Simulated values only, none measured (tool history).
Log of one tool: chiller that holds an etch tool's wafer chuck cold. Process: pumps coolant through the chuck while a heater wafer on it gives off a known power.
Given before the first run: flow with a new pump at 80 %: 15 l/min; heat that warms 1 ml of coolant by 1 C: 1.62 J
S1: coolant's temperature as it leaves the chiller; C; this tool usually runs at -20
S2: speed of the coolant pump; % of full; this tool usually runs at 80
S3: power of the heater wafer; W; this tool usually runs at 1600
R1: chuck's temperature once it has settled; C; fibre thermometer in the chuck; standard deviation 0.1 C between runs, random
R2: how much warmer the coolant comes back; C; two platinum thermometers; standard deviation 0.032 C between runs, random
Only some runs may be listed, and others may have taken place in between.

| run | hour | S1 | S2 | S3 | R1 | R2 |
|---|---|---|---|---|---|---|
| 1 | 0 | -20 | 80 | 1600 | -4.2 | 3.94 |
| 2 | 146.6 | -20 | 92 | 1600 | -5.3 | 3.53 |
| 3 | 354.8 | -16 | 80 | 1600 | 0.4 | 3.98 |
| 4 | 493 | -16 | 80 | 1600 | 0.5 | 4.03 |
| 5 | 696.4 | -16 | 80 | 1600 | 0.9 | 4.09 |
| 6 | 843 | -20 | 80 | 1131 | -8 | 2.9 |
| 7 | 1058.6 | -20 | 80 | 1600 | -2.8 | 4.09 |
| 8 | 1149.7 | -20 | 80 | 1600 | -2.6 | 4.15 |
| 9 | 1247.3 | -20 | 80 | 1600 | -2.5 | 4.15 |
| 10 | 1337.6 | -20 | 80 | 1600 | -2.4 | 4.11 |
| 11 | 1539.6 | -20 | 80 | 1600 | -2.1 | 4.15 |
| 12 | 1706.6 | -20 | 80 | 2229 | 5 | 5.82 |
| 13 | 1858.1 | -20 | 80 | 1600 | -1.6 | 4.21 |
| 14 | 1996.3 | -20 | 80 | 1600 | -1.4 | 4.25 |
| 15 | 2167.5 | -20 | 71 | 1600 | 0.3 | 4.73 |
| 16 | 2350 | -27 | 73 | 1047 | -13.4 | 3.05 |
| 17 | 2550.2 | -24 | 80 | 1093 | -10.5 | 2.99 |
| 18 | 2689.2 | -24 | 80 | 1093 | -12.7 | 2.97 |
| 19 | 2869 | -22 | 80 | 1600 | -5.4 | 4.29 |
| 20 | 3084.7 | -14 | 83 | 1855 | 5.5 | 4.89 |
| 21 | 3176.6 | -25 | 80 | 835 | -16.1 | 2.27 |
| 22 | 3383.8 | -30 | 80 | 835 | -21 | 2.29 |
| 23 | 3507.5 | -24 | 81 | 2026 | -2.1 | 5.56 |
| 24 | 3681.8 | -28 | 88 | 1009 | -17.4 | 2.51 |
| 25 | 3836.8 | -28 | 88 | 1009 | -17.3 | 2.54 |
| 26 | 4018.1 | -28 | 88 | 1009 | -17.1 | 2.63 |
| 27 | 4230.2 | -28 | 88 | 1009 | -16.9 | 2.62 |
| 28 | 4446.9 | -28 | 88 | 1009 | -16.6 | 2.64 |
| 29 | 4568.6 | -28 | 88 | 1009 | -16.4 | 2.64 |
| 30 | 4726 | -18 | 99 | 1132 | -6 | 2.64 |

Between the runs listed above, the log contained 2 entries, not reproduced here. Where in the sequence does each belong, and how does what the log doesn't record of the tool's condition differ from the listed run before to the listed run after?
From run 17 to run 18: coolant changed, channels flushed (hour 2660.2); chiller's thermometer calibrated (hour 2689.2)
  heat passed by the chuck's channels, % of clean ones': 86.1 -> 99.2; flow at a given pump speed, % of a new pump's: 91.8 -> 91.4; coolant's true temperature over the reading, C: 0.89 -> -0.03
  measured minus no-state result, R1: +3.1 -> +0.7 C; R2: +0.24 -> +0.25 C
